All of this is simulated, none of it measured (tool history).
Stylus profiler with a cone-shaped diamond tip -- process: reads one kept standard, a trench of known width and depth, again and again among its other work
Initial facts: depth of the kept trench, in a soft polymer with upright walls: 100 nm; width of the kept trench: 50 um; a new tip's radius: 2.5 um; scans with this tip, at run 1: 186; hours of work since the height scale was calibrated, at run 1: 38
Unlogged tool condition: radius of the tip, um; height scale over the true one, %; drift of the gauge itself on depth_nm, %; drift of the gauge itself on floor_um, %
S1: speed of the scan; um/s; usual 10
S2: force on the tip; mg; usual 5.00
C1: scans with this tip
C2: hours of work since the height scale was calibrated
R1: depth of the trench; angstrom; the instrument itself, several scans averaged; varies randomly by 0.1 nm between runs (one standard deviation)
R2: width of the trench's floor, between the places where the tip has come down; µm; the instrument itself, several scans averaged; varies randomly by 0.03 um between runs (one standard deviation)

run	hour	S1	S2	C1	C2	R1	R2
1	0.0	10	5.00	186	38	1009.1	48.59
2	14.0	10	5.00	233	47	1013.6	48.59
3	31.1	10	13.78	290	59	1021.4	48.60
4	42.6	10	5.00	328	66	1008.3	48.52
5	56.8	10	5.00	376	76	1012.2	48.51
6	69.2	10	5.00	417	84	1010.8	48.56
7	86.0	10	5.00	473	96	1011.9	48.54
8	95.8	10	5.00	506	102	1010.5	48.55
9	115.7	10	5.00	573	116	1009.6	48.51
10	129.7	10	5.00	620	125	1009.2	48.50
11	143.6	10	8.47	666	135	1015.4	48.53
12	157.6	10	8.47	713	144	1015.7	48.60
# hour 159.5: height scale calibrated on a step standard
13	171.5	10	8.47	758	8	1016.9	48.50
14	185.8	10	5.00	806	18	1009.0	48.49
15	201.3	10	5.00	858	28	1009.3	48.46
16	215.4	10	5.00	905	38	1011.8	48.51
17	229.6	10	5.00	952	47	1010.0	48.54
18	238.7	6	2.67	983	54	1005.2	48.50
19	248.5	6	11.44	1016	60	1017.2	48.47
20	265.4	3	12.38	1072	72	1018.9	48.60
# hour 270.7: height scale calibrated on a step standard, once more
21	277.4	13	13.29	1111	5	1020.9	48.47
22	293.8	24	2.58	1166	16	1005.5	48.32
23	311.1	21	2.26	1224	27	1007.8	48.42
24	328.7	10	2.04	1283	39	1004.3	48.47
25	343.7	10	2.04	1333	49	1005.1	48.48
26	356.0	5	4.22	1374	58	1010.3	48.48
27	368.3	5	4.22	1415	66	1007.5	48.50
28	379.2	28	5.95	1452	73	1012.3	48.45
29	389.8	6	3.01	1487	81	1006.0	48.47
30	407.1	5	2.70	1545	92	1004.0	48.46
31	419.1	5	2.70	1585	100	1006.4	48.49
32	434.3	4	2.70	1636	111	1005.6	48.46
33	446.2	4	12.12	1676	119	1019.8	48.46
34	460.3	8	7.50	1723	128	1013.4	48.43

Consider 5 possible next runs. They are alternatives, not a sequence: every one starts from the tool as it was left by run 34. What does each give?
A	475.1	2	7.50	1773	138	?	?
B	475.1	3	3.28	1773	138	?	?
C	475.1	9	4.20	1773	138	?	?
D	475.1	38	1.74	1773	138	?	?
E	475.1	22	12.48	1773	138	?	?

run	R1	R2
A	1014.0	48.45
B	1007.7	48.50
C	1007.6	48.50
D	1005.5	48.36
E	1018.6	48.42
Without the tool's hidden state the same runs would have given:
run	R1	R2
A	1014.9	48.58
B	1008.7	48.63
C	1008.5	48.63
D	1006.4	48.49
E	1019.6	48.54
